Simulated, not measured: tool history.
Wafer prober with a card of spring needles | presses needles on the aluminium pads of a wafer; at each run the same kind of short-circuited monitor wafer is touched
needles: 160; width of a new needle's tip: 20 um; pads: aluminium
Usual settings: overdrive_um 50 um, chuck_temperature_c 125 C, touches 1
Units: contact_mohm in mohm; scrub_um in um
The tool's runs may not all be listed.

Run 1, day 0.000: usual settings. Result: contact_mohm 357 mohm, scrub_um 10.88 um.
At day 0.267: tips cleaned on abrasive film.
Run 2, day 0.538: usual settings. Result: contact_mohm 308 mohm, scrub_um 10.79 um.
Run 3, day 1.088: usual settings but overdrive_um 37 um. Result: contact_mohm 442 mohm, scrub_um 7.77 um.
At day 1.262: tips cleaned on abrasive film.
Run 4, day 1.783: usual settings but overdrive_um 37 um. Result: contact_mohm 406 mohm, scrub_um 7.91 um.
Run 5, day 2.142: usual settings but overdrive_um 45 um. Result: contact_mohm 389 mohm, scrub_um 9.65 um.
At day 2.208: tips cleaned on abrasive film.
Run 6, day 2.767: usual settings but overdrive_um 45 um. Result: contact_mohm 365 mohm, scrub_um 9.72 um.
At day 3.175: tips cleaned on abrasive film.
Run 7, day 3.512: usual settings but chuck_temperature_c 93 C. Result: contact_mohm 315 mohm, scrub_um 10.68 um.
Run 8, day 3.954: usual settings but overdrive_um 64 um. Result: contact_mohm 318 mohm, scrub_um 13.79 um.
At day 4.154: tips cleaned on abrasive film.
Run 9, day 4.279: usual settings but overdrive_um 64 um. Result: contact_mohm 278 mohm, scrub_um 13.86 um.
Run 10, day 4.833: usual settings but overdrive_um 64 um. Result: contact_mohm 315 mohm, scrub_um 13.89 um.
At day 5.117: tips cleaned on abrasive film.
Run 11, day 5.579: usual settings. Result: contact_mohm 339 mohm, scrub_um 10.70 um.
At day 6.071: tips cleaned on abrasive film.
Run 12, day 6.171: usual settings. Result: contact_mohm 297 mohm, scrub_um 10.74 um.
Run 13, day 6.888: usual settings. Result: contact_mohm 371 mohm, scrub_um 10.72 um.
At day 7.021: tips cleaned on abrasive film.
Run 14, day 7.608: usual settings but overdrive_um 65 um, touches 2. Result: contact_mohm 293 mohm, scrub_um 14.12 um.
At day 8.004: tips cleaned on abrasive film.
Run 15, day 8.108: usual settings but overdrive_um 65 um, touches 2. Result: contact_mohm 266 mohm, scrub_um 14.02 um.
Run 16, day 8.708: usual settings but overdrive_um 35 um, touches 2. Result: contact_mohm 394 mohm, scrub_um 7.40 um.
At day 8.958: tips cleaned on abrasive film.
Run 17, day 9.092: usual settings but overdrive_um 35 um, touches 2. Result: contact_mohm 321 mohm, scrub_um 7.18 um.
Run 18, day 9.533: usual settings but overdrive_um 52 um, chuck_temperature_c 46 C, touches 2. Result: contact_mohm 297 mohm, scrub_um 11.10 um.
At day 9.942: tips cleaned on abrasive film.
Run 19, day 10.054: usual settings but overdrive_um 52 um, chuck_temperature_c 46 C, touches 2. Result: contact_mohm 267 mohm, scrub_um 11.04 um.
Run 20, day 10.579: usual settings but overdrive_um 52 um, chuck_temperature_c 46 C, touches 2. Result: contact_mohm 297 mohm, scrub_um 11.10 um.
At day 10.904: tips cleaned on abrasive film.
Run 21, day 11.042: usual settings but overdrive_um 31 um, chuck_temperature_c 95 C, touches 2. Result: contact_mohm 329 mohm, scrub_um 6.34 um.
Run 22, day 11.629: usual settings but overdrive_um 31 um, chuck_temperature_c 95 C, touches 2. Result: contact_mohm 433 mohm, scrub_um 6.52 um.

3 ways to go on from here, each from the tool as it stands after run 22. What would each give?
At day 11.858: tips cleaned on abrasive film.
Run A, day 12.146: usual settings but overdrive_um 36 um, chuck_temperature_c 95 C, touches 2. Result: contact_mohm ?, scrub_um ?.
At day 11.858: tips cleaned on abrasive film.
Run B, day 12.146: usual settings but overdrive_um 56 um, chuck_temperature_c 30 C, touches 2. Result: contact_mohm ?, scrub_um ?.
At day 11.858: tips cleaned on abrasive film.
Run C, day 12.146: usual settings but overdrive_um 51 um. Result: contact_mohm ?, scrub_um ?.

run  contact_mohm  scrub_um
  A           332      7.46
  B           264     11.88
  C           308     10.80
Without the tool's hidden state the same runs would have given:
run  contact_mohm  scrub_um
  A           272      7.94
  B           236     12.37
  C           263     11.29

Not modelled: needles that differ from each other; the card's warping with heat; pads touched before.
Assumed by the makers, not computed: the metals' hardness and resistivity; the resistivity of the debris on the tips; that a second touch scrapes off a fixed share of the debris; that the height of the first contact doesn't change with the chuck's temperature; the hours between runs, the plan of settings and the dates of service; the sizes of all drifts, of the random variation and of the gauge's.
